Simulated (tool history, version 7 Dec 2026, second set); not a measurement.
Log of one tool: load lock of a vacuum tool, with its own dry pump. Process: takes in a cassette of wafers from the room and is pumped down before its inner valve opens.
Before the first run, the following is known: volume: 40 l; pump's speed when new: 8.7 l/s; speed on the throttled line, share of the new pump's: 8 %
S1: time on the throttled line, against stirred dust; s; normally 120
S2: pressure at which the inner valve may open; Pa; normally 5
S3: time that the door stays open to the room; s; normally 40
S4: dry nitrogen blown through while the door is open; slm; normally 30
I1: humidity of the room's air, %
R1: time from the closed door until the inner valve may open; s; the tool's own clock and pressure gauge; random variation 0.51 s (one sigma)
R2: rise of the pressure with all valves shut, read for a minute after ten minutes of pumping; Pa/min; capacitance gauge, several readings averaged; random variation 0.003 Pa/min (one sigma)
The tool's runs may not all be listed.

{"run": 1, "day": 0.0, "S1": 120, "S2": 5, "S3": 40, "S4": 30, "I1": 43.4, "R1": 157.1, "R2": 0.017}
{"run": 2, "day": 3.125, "S1": 173, "S2": 5, "S3": 40, "S4": 30, "I1": 46.3, "R1": 206.1, "R2": 0.026}
{"run": 3, "day": 7.112, "S1": 173, "S2": 5, "S3": 40, "S4": 30, "I1": 43.1, "R1": 206.7, "R2": 0.024}
{"run": 4, "day": 10.317, "S1": 144, "S2": 5, "S3": 40, "S4": 30, "I1": 43.6, "R1": 179.1, "R2": 0.028}
{"run": 5, "day": 13.167, "S1": 120, "S2": 5, "S3": 40, "S4": 30, "I1": 43.1, "R1": 159.2, "R2": 0.027}
{"run": 6, "day": 16.567, "S1": 120, "S2": 5, "S3": 40, "S4": 30, "I1": 43.9, "R1": 157.4, "R2": 0.027}
{"run": 7, "day": 19.938, "S1": 120, "S2": 5, "S3": 40, "S4": 30, "I1": 46.6, "R1": 157.0, "R2": 0.029}
{"run": 8, "day": 21.896, "S1": 120, "S2": 9, "S3": 40, "S4": 30, "I1": 43.9, "R1": 155.3, "R2": 0.025}
{"run": 9, "day": 25.517, "S1": 120, "S2": 9, "S3": 40, "S4": 30, "I1": 44.4, "R1": 154.3, "R2": 0.034}
{"run": 10, "day": 27.312, "S1": 120, "S2": 5, "S3": 152, "S4": 30, "I1": 50.7, "R1": 158.0, "R2": 0.056}
{"run": 11, "day": 30.979, "S1": 120, "S2": 5, "S3": 152, "S4": 30, "I1": 44.8, "R1": 157.8, "R2": 0.056}
{"run": 12, "day": 34.758, "S1": 120, "S2": 5, "S3": 152, "S4": 30, "I1": 42.5, "R1": 157.2, "R2": 0.051}
{"run": 13, "day": 38.871, "S1": 120, "S2": 5, "S3": 152, "S4": 30, "I1": 43.5, "R1": 157.4, "R2": 0.054}
{"run": 14, "day": 40.933, "S1": 120, "S2": 5, "S3": 152, "S4": 30, "I1": 43.5, "R1": 158.4, "R2": 0.055}
{"run": 15, "day": 44.675, "S1": 120, "S2": 5, "S3": 40, "S4": 30, "I1": 44.7, "R1": 157.1, "R2": 0.039}
{"run": 16, "day": 46.858, "S1": 120, "S2": 5, "S3": 40, "S4": 30, "I1": 46.0, "R1": 158.3, "R2": 0.045}
{"run": 17, "day": 49.279, "S1": 230, "S2": 5, "S3": 40, "S4": 30, "I1": 43.9, "R1": 257.9, "R2": 0.039}
{"run": 18, "day": 51.4, "S1": 80, "S2": 5, "S3": 40, "S4": 30, "I1": 42.4, "R1": 121.2, "R2": 0.049}
{"run": 19, "day": 53.571, "S1": 80, "S2": 5, "S3": 40, "S4": 30, "I1": 42.7, "R1": 120.9, "R2": 0.048}
{"run": 20, "day": 57.296, "S1": 120, "S2": 5, "S3": 40, "S4": 5, "I1": 47.5, "R1": 158.9, "R2": 0.056}
{"run": 21, "day": 59.538, "S1": 120, "S2": 5, "S3": 40, "S4": 34, "I1": 44.7, "R1": 157.3, "R2": 0.043}
{"run": 22, "day": 61.996, "S1": 120, "S2": 5, "S3": 40, "S4": 7, "I1": 48.3, "R1": 158.0, "R2": 0.059}
{"run": 23, "day": 64.317, "S1": 90, "S2": 7, "S3": 27, "S4": 30, "I1": 44.3, "R1": 128.9, "R2": 0.046}
{"run": 24, "day": 66.521, "S1": 90, "S2": 7, "S3": 27, "S4": 30, "I1": 45.6, "R1": 128.5, "R2": 0.047}
{"run": 25, "day": 68.538, "S1": 94, "S2": 8, "S3": 27, "S4": 30, "I1": 44.1, "R1": 132.3, "R2": 0.051}
{"run": 26, "day": 72.067, "S1": 120, "S2": 6, "S3": 40, "S4": 30, "I1": 43.8, "R1": 157.1, "R2": 0.053}
{"run": 27, "day": 75.229, "S1": 120, "S2": 6, "S3": 40, "S4": 30, "I1": 44.4, "R1": 157.2, "R2": 0.052}
{"run": 28, "day": 78.083, "S1": 120, "S2": 7, "S3": 40, "S4": 30, "I1": 45.1, "R1": 156.9, "R2": 0.059}
{"run": 29, "day": 81.729, "S1": 120, "S2": 7, "S3": 40, "S4": 30, "I1": 46.5, "R1": 155.7, "R2": 0.062}
{"run": 30, "day": 83.9, "S1": 120, "S2": 7, "S3": 40, "S4": 30, "I1": 46.2, "R1": 156.5, "R2": 0.061}
{"run": 31, "day": 87.554, "S1": 112, "S2": 5, "S3": 31, "S4": 30, "I1": 45.5, "R1": 150.7, "R2": 0.059}
{"run": 32, "day": 90.633, "S1": 112, "S2": 5, "S3": 31, "S4": 30, "I1": 45.4, "R1": 151.0, "R2": 0.062}
{"run": 33, "day": 93.279, "S1": 66, "S2": 5, "S3": 146, "S4": 17, "I1": 44.1, "R1": 109.0, "R2": 0.088}
{"run": 34, "day": 96.792, "S1": 106, "S2": 5, "S3": 146, "S4": 17, "I1": 42.6, "R1": 146.0, "R2": 0.094}
{"run": 35, "day": 99.417, "S1": 106, "S2": 8, "S3": 146, "S4": 17, "I1": 48.1, "R1": 143.1, "R2": 0.098}
{"run": 36, "day": 102.546, "S1": 141, "S2": 8, "S3": 146, "S4": 43, "I1": 43.8, "R1": 175.1, "R2": 0.078}
{"run": 37, "day": 104.638, "S1": 141, "S2": 8, "S3": 146, "S4": 43, "I1": 47.2, "R1": 175.8, "R2": 0.08}

Predict each of these 4 candidate next runs independently; none follows another, all start after run 37:
{"run": "A", "day": 106.688, "S1": 141, "S2": 8, "S3": 72, "S4": 18, "I1": 47.6, "R1": "?", "R2": "?"}
{"run": "B", "day": 106.688, "S1": 141, "S2": 8, "S3": 91, "S4": 22, "I1": 44.2, "R1": "?", "R2": "?"}
{"run": "C", "day": 106.688, "S1": 125, "S2": 4, "S3": 146, "S4": 16, "I1": 44.0, "R1": "?", "R2": "?"}
{"run": "D", "day": 106.688, "S1": 141, "S2": 4, "S3": 140, "S4": 10, "I1": 45.2, "R1": "?", "R2": "?"}

run=A R1=174.5 R2=0.086
run=B R1=174.7 R2=0.085
run=C R1=164.6 R2=0.099
run=D R1=179.1 R2=0.109
Without the tool's unlogged condition, the same runs would have read:
run=A R1=172.4 R2=0.026
run=B R1=172.6 R2=0.025
run=C R1=162.2 R2=0.039
run=D R1=176.7 R2=0.050

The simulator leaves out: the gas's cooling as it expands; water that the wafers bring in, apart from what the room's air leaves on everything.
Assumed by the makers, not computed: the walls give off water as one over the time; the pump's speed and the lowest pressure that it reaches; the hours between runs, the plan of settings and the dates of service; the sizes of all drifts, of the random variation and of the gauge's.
